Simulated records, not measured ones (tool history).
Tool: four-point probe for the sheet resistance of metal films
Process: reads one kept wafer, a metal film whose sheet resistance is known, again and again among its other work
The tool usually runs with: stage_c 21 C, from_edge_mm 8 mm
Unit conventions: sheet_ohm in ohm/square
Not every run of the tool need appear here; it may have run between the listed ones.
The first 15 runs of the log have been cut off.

{"run": 16, "hour": 352.2, "stage_c": 21, "from_edge_mm": 8, "sheet_ohm": 1.420363}
{"run": 17, "hour": 370.6, "stage_c": 21, "from_edge_mm": 8, "sheet_ohm": 1.419991}
{"run": 18, "hour": 401.2, "stage_c": 21, "from_edge_mm": 8, "sheet_ohm": 1.420182}
{"run": 19, "hour": 428.0, "stage_c": 21, "from_edge_mm": 8, "sheet_ohm": 1.420519}
{"run": 20, "hour": 454.7, "stage_c": 21, "from_edge_mm": 8, "sheet_ohm": 1.420427}
{"run": 21, "hour": 469.6, "stage_c": 31, "from_edge_mm": 8, "sheet_ohm": 1.416702}
{"run": 22, "hour": 494.4, "stage_c": 31, "from_edge_mm": 8, "sheet_ohm": 1.41643}
{"run": 23, "hour": 522.1, "stage_c": 24, "from_edge_mm": 8, "sheet_ohm": 1.41888}
{"run": 24, "hour": 541.6, "stage_c": 24, "from_edge_mm": 8, "sheet_ohm": 1.418945}
{"hour": 543.6, "done": "stage's thermometer calibrated"}
{"run": 25, "hour": 568.9, "stage_c": 24, "from_edge_mm": 8, "sheet_ohm": 1.420654}
{"run": 26, "hour": 596.7, "stage_c": 22, "from_edge_mm": 8, "sheet_ohm": 1.421104}
{"run": 27, "hour": 627.8, "stage_c": 33, "from_edge_mm": 6, "sheet_ohm": 1.431132}
{"run": 28, "hour": 647.4, "stage_c": 33, "from_edge_mm": 6, "sheet_ohm": 1.43077}
{"hour": 650.4, "done": "stage's thermometer calibrated, once more"}
{"run": 29, "hour": 671.0, "stage_c": 29, "from_edge_mm": 39, "sheet_ohm": 1.39598}
{"run": 30, "hour": 692.8, "stage_c": 33, "from_edge_mm": 51, "sheet_ohm": 1.394716}
{"run": 31, "hour": 707.2, "stage_c": 22, "from_edge_mm": 28, "sheet_ohm": 1.399333}

Run 32, settings as shown, results not yet in. Your forecast:
{"run": 32, "hour": 740.7, "stage_c": 23, "from_edge_mm": 16, "sheet_ohm": "?"}

{"run 32": {"sheet_ohm": 1.402249}}
Without the tool's hidden state the same run would have given sheet_ohm 1.406755 ohm/square.

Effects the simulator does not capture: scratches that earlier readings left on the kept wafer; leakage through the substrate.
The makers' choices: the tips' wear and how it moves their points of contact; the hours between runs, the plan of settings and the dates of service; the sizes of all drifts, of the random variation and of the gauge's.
